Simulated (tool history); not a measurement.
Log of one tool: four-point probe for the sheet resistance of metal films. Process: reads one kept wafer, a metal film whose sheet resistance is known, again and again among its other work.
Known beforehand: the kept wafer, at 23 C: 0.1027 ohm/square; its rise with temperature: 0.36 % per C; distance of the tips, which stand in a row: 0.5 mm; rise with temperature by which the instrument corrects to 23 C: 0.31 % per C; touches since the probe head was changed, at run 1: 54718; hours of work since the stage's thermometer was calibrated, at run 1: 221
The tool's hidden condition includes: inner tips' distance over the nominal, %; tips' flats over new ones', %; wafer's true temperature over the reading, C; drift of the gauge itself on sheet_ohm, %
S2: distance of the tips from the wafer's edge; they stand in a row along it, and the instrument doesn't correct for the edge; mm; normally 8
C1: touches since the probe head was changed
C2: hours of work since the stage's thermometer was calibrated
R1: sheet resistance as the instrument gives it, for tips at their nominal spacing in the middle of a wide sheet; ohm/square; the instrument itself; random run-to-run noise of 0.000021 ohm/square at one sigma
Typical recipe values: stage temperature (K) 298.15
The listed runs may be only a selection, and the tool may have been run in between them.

Run 1, day 0: usual settings; C1 54718; C2 221. Result: R1 0.103008 ohm/square.
Run 2, day 0.338: usual settings; C1 55057; C2 225. Result: R1 0.103018 ohm/square.
Run 3, day 0.962: usual settings but stage temperature (K) 291.15; C1 55685; C2 232. Result: R1 0.102651 ohm/square.
Run 4, day 1.379: usual settings but stage temperature (K) 291.15; C1 56104; C2 237. Result: R1 0.102681 ohm/square.
Run 5, day 1.883: usual settings but stage temperature (K) 291.15; C1 56611; C2 242. Result: R1 0.102669 ohm/square.
Run 6, day 2.338: usual settings but stage temperature (K) 291.15; C1 57067; C2 247. Result: R1 0.102641 ohm/square.
Run 7, day 2.867: usual settings but stage temperature (K) 291.15; C1 57597; C2 253. Result: R1 0.10267 ohm/square.
Run 8, day 3.375: usual settings but S2 21 mm; C1 58109; C2 259. Result: R1 0.102826 ohm/square.
Run 9, day 3.942: usual settings but stage temperature (K) 303.15; C1 58679; C2 266. Result: R1 0.103228 ohm/square.
Run 10, day 4.421: usual settings; C1 59160; C2 271. Result: R1 0.102984 ohm/square.
Run 11, day 4.917: usual settings; C1 59658; C2 277. Result: R1 0.102975 ohm/square.
Run 12, day 5.388: usual settings; C1 60129; C2 282. Result: R1 0.102991 ohm/square.
Run 13, day 5.883: usual settings; C1 60626; C2 287. Result: R1 0.103013 ohm/square.
Run 14, day 6.388: usual settings; C1 61134; C2 293. Result: R1 0.10298 ohm/square.
Run 15, day 6.85: usual settings but S2 4 mm; C1 61601; C2 298. Result: R1 0.103616 ohm/square.
Run 16, day 7.492: usual settings but S2 4 mm; C1 62242; C2 306. Result: R1 0.103657 ohm/square.
Run 17, day 8.033: usual settings but S2 4 mm; C1 62790; C2 312. Result: R1 0.103662 ohm/square.
Run 18, day 8.521: usual settings but S2 4 mm; C1 63279; C2 317. Result: R1 0.103632 ohm/square.
Run 19, day 9.129: usual settings but S2 4 mm; C1 63889; C2 324. Result: R1 0.10368 ohm/square.
Run 20, day 9.625: usual settings but S2 4 mm; C1 64387; C2 330. Result: R1 0.103625 ohm/square.
Run 21, day 10.221: usual settings but stage temperature (K) 294.15, S2 4 mm; C1 64986; C2 337. Result: R1 0.103442 ohm/square.
Run 22, day 10.862: usual settings but stage temperature (K) 294.15, S2 4 mm; C1 65629; C2 344. Result: R1 0.103447 ohm/square.
Run 23, day 11.321: usual settings but stage temperature (K) 294.15, S2 4 mm; C1 66089; C2 349. Result: R1 0.103444 ohm/square.
Run 24, day 11.638: usual settings but stage temperature (K) 294.15, S2 4 mm; C1 66408; C2 353. Result: R1 0.103446 ohm/square.
Run 25, day 12.033: usual settings but stage temperature (K) 296.15, S2 12 mm; C1 66806; C2 357. Result: R1 0.102797 ohm/square.
Run 26, day 12.304: usual settings but stage temperature (K) 293.15, S2 15 mm; C1 67077; C2 360. Result: R1 0.102589 ohm/square.
Run 27, day 12.75: usual settings but stage temperature (K) 293.15, S2 4 mm; C1 67527; C2 365. Result: R1 0.103413 ohm/square.
Run 28, day 13.312: usual settings but S2 48 mm; C1 68090; C2 372. Result: R1 0.102823 ohm/square.
Run 29, day 13.933: usual settings but S2 48 mm; C1 68714; C2 379. Result: R1 0.102774 ohm/square.
Run 30, day 14.379: usual settings but stage temperature (K) 304.15, S2 12 mm; C1 69162; C2 384. Result: R1 0.103179 ohm/square.
Run 31, day 14.817: usual settings but stage temperature (K) 304.15, S2 12 mm; C1 69605; C2 389. Result: R1 0.10318 ohm/square.
Run 32, day 15.092: usual settings but stage temperature (K) 302.15, S2 15 mm; C1 69880; C2 392. Result: R1 0.103 ohm/square.
Run 33, day 15.6: usual settings but stage temperature (K) 292.15, S2 6 mm; C1 70391; C2 397. Result: R1 0.102904 ohm/square.
Run 34, day 16.254: usual settings but stage temperature (K) 292.15, S2 6 mm; C1 71046; C2 405. Result: R1 0.10285 ohm/square.
Run 35, day 16.867: usual settings but stage temperature (K) 292.15, S2 6 mm; C1 71664; C2 412. Result: R1 0.102892 ohm/square.
Run 36, day 17.5: usual settings but S2 13 mm; C1 72299; C2 419. Result: R1 0.102858 ohm/square.
Run 37, day 18.038: usual settings but S2 13 mm; C1 72839; C2 425. Result: R1 0.102889 ohm/square.
Run 38, day 18.638: usual settings but stage temperature (K) 305.15; C1 73444; C2 432. Result: R1 0.103346 ohm/square.
Run 39, day 19.229: usual settings but stage temperature (K) 297.15, S2 4 mm; C1 74036; C2 438. Result: R1 0.103613 ohm/square.
Run 40, day 19.538: usual settings but stage temperature (K) 297.15, S2 9 mm; C1 74346; C2 442. Result: R1 0.102912 ohm/square.
Run 41, day 19.95: usual settings but stage temperature (K) 295.15, S2 11 mm; C1 74760; C2 447. Result: R1 0.102762 ohm/square.
Run 42, day 20.571: usual settings but stage temperature (K) 296.15, S2 16 mm; C1 75384; C2 454. Result: R1 0.102735 ohm/square.
Run 43, day 20.938: usual settings but stage temperature (K) 308.15, S2 4 mm; C1 75752; C2 458. Result: R1 0.10414 ohm/square.
Run 44, day 21.496: usual settings but stage temperature (K) 308.15, S2 4 mm; C1 76313; C2 464. Result: R1 0.104092 ohm/square.
Run 45, day 21.846: usual settings but stage temperature (K) 296.15, S2 4 mm; C1 76665; C2 468. Result: R1 0.103539 ohm/square.

Predict each of these 4 candidate next runs independently; none follows another, all start after run 45:
Run A, day 22.25: usual settings but stage temperature (K) 294.15, S2 53 mm; C1 77071; C2 473. Result: R1 ?.
Run B, day 22.25: usual settings but stage temperature (K) 293.15, S2 20 mm; C1 77071; C2 473. Result: R1 ?.
Run C, day 22.25: usual settings but S2 10 mm; C1 77071; C2 473. Result: R1 ?.
Run D, day 22.25: usual settings but stage temperature (K) 294.15; C1 77071; C2 473. Result: R1 ?.

run        R1
  A  0.102622
  B  0.102613
  C  0.102943
  D  0.102841
With the hidden condition removed and each run's random variation left untouched, the same runs would have given:
run        R1
  A  0.102631
  B  0.102622
  C  0.102952
  D   0.10285
